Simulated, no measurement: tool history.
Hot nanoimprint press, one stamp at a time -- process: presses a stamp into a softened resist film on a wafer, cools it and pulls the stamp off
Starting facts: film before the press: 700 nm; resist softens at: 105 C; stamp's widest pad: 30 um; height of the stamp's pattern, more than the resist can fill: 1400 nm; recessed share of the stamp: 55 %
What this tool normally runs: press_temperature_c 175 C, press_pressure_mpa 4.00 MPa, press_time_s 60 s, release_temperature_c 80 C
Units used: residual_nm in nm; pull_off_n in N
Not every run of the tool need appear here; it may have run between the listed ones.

{"run": 1, "hour": 0.0, "press_temperature_c": 175, "press_pressure_mpa": 4.0, "press_time_s": 60, "release_temperature_c": 80, "residual_nm": 264.4, "pull_off_n": 250}
{"run": 2, "hour": 20.2, "press_temperature_c": 175, "press_pressure_mpa": 4.0, "press_time_s": 74, "release_temperature_c": 80, "residual_nm": 241.7, "pull_off_n": 244}
{"run": 3, "hour": 32.1, "press_temperature_c": 175, "press_pressure_mpa": 4.0, "press_time_s": 74, "release_temperature_c": 80, "residual_nm": 241.7, "pull_off_n": 256}
{"run": 4, "hour": 42.7, "press_temperature_c": 175, "press_pressure_mpa": 4.0, "press_time_s": 74, "release_temperature_c": 80, "residual_nm": 243.2, "pull_off_n": 264}
{"run": 5, "hour": 54.4, "press_temperature_c": 175, "press_pressure_mpa": 4.0, "press_time_s": 60, "release_temperature_c": 80, "residual_nm": 262.6, "pull_off_n": 264}
{"run": 6, "hour": 63.8, "press_temperature_c": 175, "press_pressure_mpa": 4.0, "press_time_s": 43, "release_temperature_c": 80, "residual_nm": 298.8, "pull_off_n": 271}
{"run": 7, "hour": 84.8, "press_temperature_c": 183, "press_pressure_mpa": 4.0, "press_time_s": 60, "release_temperature_c": 80, "residual_nm": 202.4, "pull_off_n": 261}
{"run": 8, "hour": 101.2, "press_temperature_c": 168, "press_pressure_mpa": 6.02, "press_time_s": 97, "release_temperature_c": 70, "residual_nm": 228.1, "pull_off_n": 280}
{"run": 9, "hour": 113.1, "press_temperature_c": 168, "press_pressure_mpa": 6.02, "press_time_s": 97, "release_temperature_c": 70, "residual_nm": 226.1, "pull_off_n": 282}

What does the tool deliver on the next run?
{"run": 10, "hour": 133.0, "press_temperature_c": 168, "press_pressure_mpa": 6.02, "press_time_s": 97, "release_temperature_c": 70, "residual_nm": "?", "pull_off_n": "?"}

residual_nm: 227.3 nm
pull_off_n: 291 N
If the tool had no hidden condition, the same run with the same run-to-run variation would have returned residual_nm 221.5 nm, pull_off_n 228 N.

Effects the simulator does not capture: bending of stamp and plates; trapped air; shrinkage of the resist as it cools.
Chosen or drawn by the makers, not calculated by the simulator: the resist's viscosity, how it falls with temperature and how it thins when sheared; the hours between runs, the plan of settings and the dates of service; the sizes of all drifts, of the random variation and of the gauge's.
